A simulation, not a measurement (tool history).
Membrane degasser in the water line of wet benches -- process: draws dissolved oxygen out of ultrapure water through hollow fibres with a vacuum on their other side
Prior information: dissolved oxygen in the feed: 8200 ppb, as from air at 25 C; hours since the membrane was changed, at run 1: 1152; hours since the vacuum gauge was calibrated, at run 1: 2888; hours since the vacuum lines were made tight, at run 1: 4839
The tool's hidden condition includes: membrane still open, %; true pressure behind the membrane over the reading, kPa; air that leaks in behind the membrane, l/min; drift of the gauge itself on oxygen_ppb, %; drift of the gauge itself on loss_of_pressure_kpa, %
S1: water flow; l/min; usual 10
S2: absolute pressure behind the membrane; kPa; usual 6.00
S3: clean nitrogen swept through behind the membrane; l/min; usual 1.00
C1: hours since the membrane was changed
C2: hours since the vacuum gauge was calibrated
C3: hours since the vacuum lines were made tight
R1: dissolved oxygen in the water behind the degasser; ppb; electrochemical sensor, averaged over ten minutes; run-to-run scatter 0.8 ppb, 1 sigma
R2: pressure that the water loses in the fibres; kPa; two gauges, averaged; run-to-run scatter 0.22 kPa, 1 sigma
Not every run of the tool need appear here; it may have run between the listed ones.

run 1 hour=0.0 | S1=10 S2=6.00 S3=1.00 | C1=1152 C2=2888 C3=4839 | R1=81.0 R2=56.42
run 2 hour=43.0 | S1=10 S2=6.00 S3=1.00 | C1=1195 C2=2931 C3=4882 | R1=81.1 R2=56.13
run 3 hour=69.2 | S1=10 S2=4.15 S3=1.00 | C1=1221 C2=2957 C3=4909 | R1=35.4 R2=56.94
run 4 hour=100.3 | S1=10 S2=9.60 S3=1.00 | C1=1252 C2=2988 C3=4940 | R1=168.2 R2=56.37
run 5 hour=129.4 | S1=10 S2=9.60 S3=1.00 | C1=1281 C2=3017 C3=4969 | R1=170.9 R2=56.37
run 6 hour=174.3 | S1=10 S2=9.60 S3=1.00 | C1=1326 C2=3062 C3=5014 | R1=166.3 R2=56.19
-- hour=176.8 vacuum gauge calibrated
run 7 hour=211.5 | S1=10 S2=6.00 S3=1.00 | C1=1363 C2=35 C3=5051 | R1=81.9 R2=56.69
run 8 hour=248.3 | S1=14 S2=4.07 S3=0.50 | C1=1400 C2=72 C3=5087 | R1=98.5 R2=78.66
-- hour=287.7 vacuum gauge calibrated, once more
run 9 hour=291.3 | S1=14 S2=4.07 S3=0.50 | C1=1442 C2=4 C3=5130 | R1=90.8 R2=79.74
run 10 hour=335.2 | S1=10 S2=6.00 S3=0.45 | C1=1486 C2=47 C3=5174 | R1=150.4 R2=56.99
run 11 hour=378.5 | S1=12 S2=5.31 S3=0.70 | C1=1529 C2=91 C3=5217 | R1=105.0 R2=67.68
run 12 hour=424.2 | S1=10 S2=9.35 S3=1.00 | C1=1575 C2=136 C3=5263 | R1=161.4 R2=56.88
run 13 hour=470.6 | S1=14 S2=6.00 S3=1.20 | C1=1621 C2=183 C3=5309 | R1=116.9 R2=79.18

Take each entry between the runs: how does the hidden state at the last listed run before it differ from the hidden state at the first listed run after it?
In the gap between runs 6 and 7: vacuum gauge calibrated (hour 176.8)
  true pressure behind the membrane over the reading, kPa: 0.13 -> 0.15; air that leaks in behind the membrane, l/min: 0.0247 -> 0.0249
  the result without the hidden state subtracted from the measured one, R1: +11.8 -> +8.0 ppb; R2: +0.78 -> +0.81 kPa
In the gap between runs 8 and 9: vacuum gauge calibrated, once more (hour 287.7)
  true pressure behind the membrane over the reading, kPa: 0.15 -> 0.02; air that leaks in behind the membrane, l/min: 0.025 -> 0.0252
  the result without the hidden state subtracted from the measured one, R1: +12.8 -> +4.9 ppb; R2: +1.15 -> +1.20 kPa

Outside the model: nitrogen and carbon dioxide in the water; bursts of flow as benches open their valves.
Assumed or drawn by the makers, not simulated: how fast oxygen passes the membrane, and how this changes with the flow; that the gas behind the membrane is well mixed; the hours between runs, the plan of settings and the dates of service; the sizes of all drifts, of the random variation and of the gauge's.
